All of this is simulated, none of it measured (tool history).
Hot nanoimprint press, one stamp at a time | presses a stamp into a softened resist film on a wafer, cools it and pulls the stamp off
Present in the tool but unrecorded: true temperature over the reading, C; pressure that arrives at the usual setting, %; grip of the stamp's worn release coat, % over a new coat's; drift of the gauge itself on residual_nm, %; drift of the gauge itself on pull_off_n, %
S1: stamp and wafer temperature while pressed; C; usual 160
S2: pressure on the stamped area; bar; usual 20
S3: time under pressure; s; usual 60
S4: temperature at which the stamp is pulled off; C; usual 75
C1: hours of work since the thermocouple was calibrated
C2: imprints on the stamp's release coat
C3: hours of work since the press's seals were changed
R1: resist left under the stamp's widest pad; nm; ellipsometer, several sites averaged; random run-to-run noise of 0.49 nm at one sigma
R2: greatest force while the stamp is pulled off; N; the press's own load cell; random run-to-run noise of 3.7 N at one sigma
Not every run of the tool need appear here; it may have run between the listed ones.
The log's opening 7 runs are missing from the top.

run    hour   S1    S2   S3  S4   C1    C2   C3     R1   R2
      333.8  -- stamp cleaned and given a new release coat
  8   335.6  160    20   60  75  117     4  123    190  231
  9   381.4  160    20   60  75  146   106  152  190.7  238
 10   425.3  160    20   60  75  174   202  181  192.3  240
 11   475.6  160    20   60  75  207   314  213  193.3  254
 12   525.4  160    20   60  67  239   423  245  194.1  283
 13   577.3  160    20   60  67  273   538  279    195  292
 14   609.4  160    20   60  67  293   609  299  195.1  291
 15   635.1  160    20   60  67  310   666  316  196.2  299
      688.6  -- plate thermocouple calibrated
 16   697.2  149  21.2   67  67    6   796  354  277.9  299
 17   739.8  154  15.5   42  68   33   890  382  291.7  308
 18   766.4  154  15.5   40  77   50   949  399  295.2  284
 19   795.8  162    20  118  65   69  1014  418    133  327
 20   833.6  162    20  118  65   94  1097  442  134.7  333
      890.1  -- stamp cleaned and given a new release coat
 21   898.2  167    20   60  75  131    18  480    141  234
 22   924.5  167    20   60  75  148    77  497  141.6  230
 23   958.5  158    20   60  75  170   151  519  210.6  235
 24   989.5  160  25.6   38  82  190   220  539  203.4  222
 25  1026.5  160  25.6   38  82  214   302  563  204.8  235
 26  1064.5  164    20   60  75  239   386  587  163.1  262
 27  1100.3  153  14.7  114  62  262   465  611  241.1  294
 28  1148.8  161  19.4   72  61  293   571  642    178  309
 29  1192.6  153  13.7  111  69  322   668  670  252.1  285
 30  1220.4  153  13.7  111  69  340   730  688  253.3  295

Consider 3 possible next runs. They are alternatives, not a sequence: every one starts from the tool as it was left by run 30. What does each give?
     1228.2  -- plate thermocouple calibrated
  A  1273.9  150  13.7  111  69  30  841  721   ?   ?
     1228.2  -- plate thermocouple calibrated
  B  1273.9  153  12.1  111  81  30  841  721   ?   ?
     1228.2  -- plate thermocouple calibrated
  C  1273.9  153  13.7  101  69  30  841  721   ?   ?

run     R1   R2
  A  269.1  306
  B  249.2  262
  C  245.3  299
With the hidden condition removed and each run's random variation left untouched, the same runs would have given:
run     R1   R2
  A  271.1  250
  B  251.1  214
  C  247.1  244
